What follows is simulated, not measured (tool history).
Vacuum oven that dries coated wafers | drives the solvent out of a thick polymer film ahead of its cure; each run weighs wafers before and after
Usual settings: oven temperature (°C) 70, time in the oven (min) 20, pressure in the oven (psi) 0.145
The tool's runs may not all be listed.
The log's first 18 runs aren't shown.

run	day	oven temperature (°C)	time in the oven (min)	pressure in the oven (psi)	solvent left in the film (%)
19	7.892	70	20	0.145	1.10
20	8.142	63	23	0.125	1.57
21	8.704	63	23	0.125	1.55
22	9.075	68	12	0.102	2.40
23	9.442	68	12	0.102	2.39
24	10.008	81	18	0.073	0.33
25	10.429	82	16	0.225	0.76
26	10.925	59	13	0.345	5.02
27	11.292	73	13	0.173	1.74
28	11.762	70	10	0.145	2.81
29	12.225	82	17	0.145	0.51
30	12.675	67	33	0.229	1.27
31	13.083	67	12	0.229	3.10
32	13.688	84	18	0.145	0.42
33	14.021	58	15	0.165	3.87
34	14.471	58	13	0.165	4.32
35	14.954	78	13	0.106	0.94

4 ways to go on from here, each from the tool as it stands after run 35. What would each give?
A	15.312	78	13	0.493	?
B	15.312	60	13	0.429	?
C	15.312	70	11	0.145	?
D	15.312	70	20	0.287	?

run	solvent left in the film (%)
A	2.06
B	5.19
C	2.50
D	1.69
Without the tool's hidden state the same runs would have given:
run	solvent left in the film (%)
A	2.06
B	5.18
C	2.49
D	1.68
